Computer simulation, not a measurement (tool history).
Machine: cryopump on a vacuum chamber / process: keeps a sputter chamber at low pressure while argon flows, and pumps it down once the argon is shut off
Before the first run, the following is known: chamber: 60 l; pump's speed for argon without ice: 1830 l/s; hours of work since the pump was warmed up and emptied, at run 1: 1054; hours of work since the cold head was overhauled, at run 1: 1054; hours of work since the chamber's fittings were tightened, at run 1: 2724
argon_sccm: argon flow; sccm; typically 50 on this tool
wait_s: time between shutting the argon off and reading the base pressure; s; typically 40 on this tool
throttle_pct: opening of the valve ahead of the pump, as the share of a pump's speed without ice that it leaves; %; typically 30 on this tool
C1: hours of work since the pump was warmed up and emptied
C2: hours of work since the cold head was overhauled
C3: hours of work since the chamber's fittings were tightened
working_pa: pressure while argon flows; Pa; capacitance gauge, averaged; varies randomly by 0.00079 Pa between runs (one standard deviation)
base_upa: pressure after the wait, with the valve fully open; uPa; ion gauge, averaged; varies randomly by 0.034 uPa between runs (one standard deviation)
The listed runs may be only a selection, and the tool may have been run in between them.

{"run": 1, "hour": 0.0, "argon_sccm": 50, "wait_s": 40, "throttle_pct": 30, "C1": 1054, "C2": 1054, "C3": 2724, "working_pa": 0.1666, "base_upa": 2.28}
{"run": 2, "hour": 27.1, "argon_sccm": 50, "wait_s": 40, "throttle_pct": 30, "C1": 1075, "C2": 1075, "C3": 2745, "working_pa": 0.167, "base_upa": 2.3}
{"run": 3, "hour": 48.2, "argon_sccm": 50, "wait_s": 40, "throttle_pct": 30, "C1": 1091, "C2": 1091, "C3": 2761, "working_pa": 0.1671, "base_upa": 2.2}
{"hour": 80.1, "done": "pump warmed up, emptied and cooled again"}
{"run": 4, "hour": 94.5, "argon_sccm": 72, "wait_s": 40, "throttle_pct": 30, "C1": 11, "C2": 1123, "C3": 2793, "working_pa": 0.2216, "base_upa": 2.18}
{"run": 5, "hour": 135.2, "argon_sccm": 50, "wait_s": 40, "throttle_pct": 16, "C1": 42, "C2": 1154, "C3": 2824, "working_pa": 0.2899, "base_upa": 2.13}
{"run": 6, "hour": 175.4, "argon_sccm": 50, "wait_s": 40, "throttle_pct": 16, "C1": 73, "C2": 1185, "C3": 2855, "working_pa": 0.2906, "base_upa": 2.11}
{"run": 7, "hour": 198.7, "argon_sccm": 50, "wait_s": 40, "throttle_pct": 16, "C1": 91, "C2": 1203, "C3": 2873, "working_pa": 0.2921, "base_upa": 2.19}
{"run": 8, "hour": 227.6, "argon_sccm": 50, "wait_s": 40, "throttle_pct": 30, "C1": 114, "C2": 1225, "C3": 2895, "working_pa": 0.1561, "base_upa": 2.12}
{"run": 9, "hour": 263.3, "argon_sccm": 50, "wait_s": 40, "throttle_pct": 30, "C1": 141, "C2": 1253, "C3": 2923, "working_pa": 0.1558, "base_upa": 2.18}
{"run": 10, "hour": 284.8, "argon_sccm": 50, "wait_s": 111, "throttle_pct": 30, "C1": 158, "C2": 1269, "C3": 2939, "working_pa": 0.1562, "base_upa": 1.11}
{"run": 11, "hour": 305.2, "argon_sccm": 50, "wait_s": 40, "throttle_pct": 54, "C1": 173, "C2": 1285, "C3": 2955, "working_pa": 0.0884, "base_upa": 2.17}
{"hour": 334.4, "done": "leaking fittings of the chamber tightened, without venting"}
{"run": 12, "hour": 343.6, "argon_sccm": 50, "wait_s": 40, "throttle_pct": 54, "C1": 201, "C2": 1313, "C3": 7, "working_pa": 0.0881, "base_upa": 1.91}
{"run": 13, "hour": 383.5, "argon_sccm": 50, "wait_s": 40, "throttle_pct": 54, "C1": 232, "C2": 1344, "C3": 38, "working_pa": 0.0886, "base_upa": 1.82}
{"run": 14, "hour": 420.0, "argon_sccm": 50, "wait_s": 40, "throttle_pct": 35, "C1": 260, "C2": 1372, "C3": 66, "working_pa": 0.1342, "base_upa": 1.9}
{"run": 15, "hour": 461.1, "argon_sccm": 50, "wait_s": 40, "throttle_pct": 30, "C1": 292, "C2": 1403, "C3": 98, "working_pa": 0.1583, "base_upa": 1.92}
{"run": 16, "hour": 482.2, "argon_sccm": 50, "wait_s": 40, "throttle_pct": 30, "C1": 308, "C2": 1420, "C3": 114, "working_pa": 0.1575, "base_upa": 1.89}
{"run": 17, "hour": 513.9, "argon_sccm": 50, "wait_s": 40, "throttle_pct": 30, "C1": 332, "C2": 1444, "C3": 138, "working_pa": 0.158, "base_upa": 1.89}
{"run": 18, "hour": 543.6, "argon_sccm": 50, "wait_s": 27, "throttle_pct": 18, "C1": 355, "C2": 1467, "C3": 161, "working_pa": 0.2609, "base_upa": 2.81}
{"run": 19, "hour": 570.3, "argon_sccm": 50, "wait_s": 40, "throttle_pct": 48, "C1": 376, "C2": 1488, "C3": 182, "working_pa": 0.1003, "base_upa": 1.94}
{"run": 20, "hour": 588.5, "argon_sccm": 50, "wait_s": 166, "throttle_pct": 16, "C1": 390, "C2": 1502, "C3": 196, "working_pa": 0.2949, "base_upa": 0.63}
{"run": 21, "hour": 625.1, "argon_sccm": 50, "wait_s": 29, "throttle_pct": 36, "C1": 418, "C2": 1530, "C3": 224, "working_pa": 0.1333, "base_upa": 2.52}
{"run": 22, "hour": 656.8, "argon_sccm": 50, "wait_s": 29, "throttle_pct": 36, "C1": 442, "C2": 1554, "C3": 248, "working_pa": 0.1328, "base_upa": 2.53}
{"run": 23, "hour": 697.7, "argon_sccm": 67, "wait_s": 197, "throttle_pct": 33, "C1": 474, "C2": 1586, "C3": 280, "working_pa": 0.1964, "base_upa": 0.6}
{"run": 24, "hour": 733.7, "argon_sccm": 27, "wait_s": 40, "throttle_pct": 30, "C1": 502, "C2": 1613, "C3": 307, "working_pa": 0.0864, "base_upa": 1.95}
{"run": 25, "hour": 771.4, "argon_sccm": 27, "wait_s": 40, "throttle_pct": 30, "C1": 531, "C2": 1642, "C3": 336, "working_pa": 0.0875, "base_upa": 1.91}
{"run": 26, "hour": 799.0, "argon_sccm": 53, "wait_s": 26, "throttle_pct": 23, "C1": 552, "C2": 1664, "C3": 358, "working_pa": 0.221, "base_upa": 2.81}
{"run": 27, "hour": 826.3, "argon_sccm": 53, "wait_s": 26, "throttle_pct": 23, "C1": 573, "C2": 1685, "C3": 379, "working_pa": 0.2214, "base_upa": 2.89}
{"run": 28, "hour": 850.8, "argon_sccm": 53, "wait_s": 26, "throttle_pct": 23, "C1": 592, "C2": 1703, "C3": 398, "working_pa": 0.2215, "base_upa": 2.88}
{"run": 29, "hour": 892.3, "argon_sccm": 53, "wait_s": 26, "throttle_pct": 23, "C1": 624, "C2": 1735, "C3": 430, "working_pa": 0.2194, "base_upa": 2.85}
{"run": 30, "hour": 917.9, "argon_sccm": 25, "wait_s": 230, "throttle_pct": 45, "C1": 644, "C2": 1755, "C3": 449, "working_pa": 0.0553, "base_upa": 0.55}
{"run": 31, "hour": 942.7, "argon_sccm": 72, "wait_s": 225, "throttle_pct": 19, "C1": 663, "C2": 1774, "C3": 468, "working_pa": 0.3658, "base_upa": 0.61}
{"run": 32, "hour": 980.6, "argon_sccm": 89, "wait_s": 193, "throttle_pct": 48, "C1": 692, "C2": 1803, "C3": 498, "working_pa": 0.187, "base_upa": 0.66}
{"run": 33, "hour": 1001.5, "argon_sccm": 22, "wait_s": 279, "throttle_pct": 31, "C1": 708, "C2": 1820, "C3": 514, "working_pa": 0.0699, "base_upa": 0.56}
{"run": 34, "hour": 1037.3, "argon_sccm": 22, "wait_s": 279, "throttle_pct": 31, "C1": 735, "C2": 1847, "C3": 541, "working_pa": 0.0707, "base_upa": 0.52}

What if the next run were any one of these 3? Each begins from the tool's condition after run 34:
{"run": "A", "hour": 1071.8, "argon_sccm": 50, "wait_s": 40, "throttle_pct": 33, "C1": 762, "C2": 1874, "C3": 568, "working_pa": "?", "base_upa": "?"}
{"run": "B", "hour": 1071.8, "argon_sccm": 42, "wait_s": 279, "throttle_pct": 31, "C1": 762, "C2": 1874, "C3": 568, "working_pa": "?", "base_upa": "?"}
{"run": "C", "hour": 1071.8, "argon_sccm": 22, "wait_s": 279, "throttle_pct": 31, "C1": 762, "C2": 1874, "C3": 568, "working_pa": "?", "base_upa": "?"}

run=A working_pa=0.1497 base_upa=1.99
run=B working_pa=0.1331 base_upa=0.54
run=C working_pa=0.0698 base_upa=0.58
The same runs, with their run-to-run variation unchanged, on a tool lacking any hidden condition would have given:
run=A working_pa=0.1399 base_upa=1.85
run=B working_pa=0.1249 base_upa=0.41
run=C working_pa=0.0655 base_upa=0.44
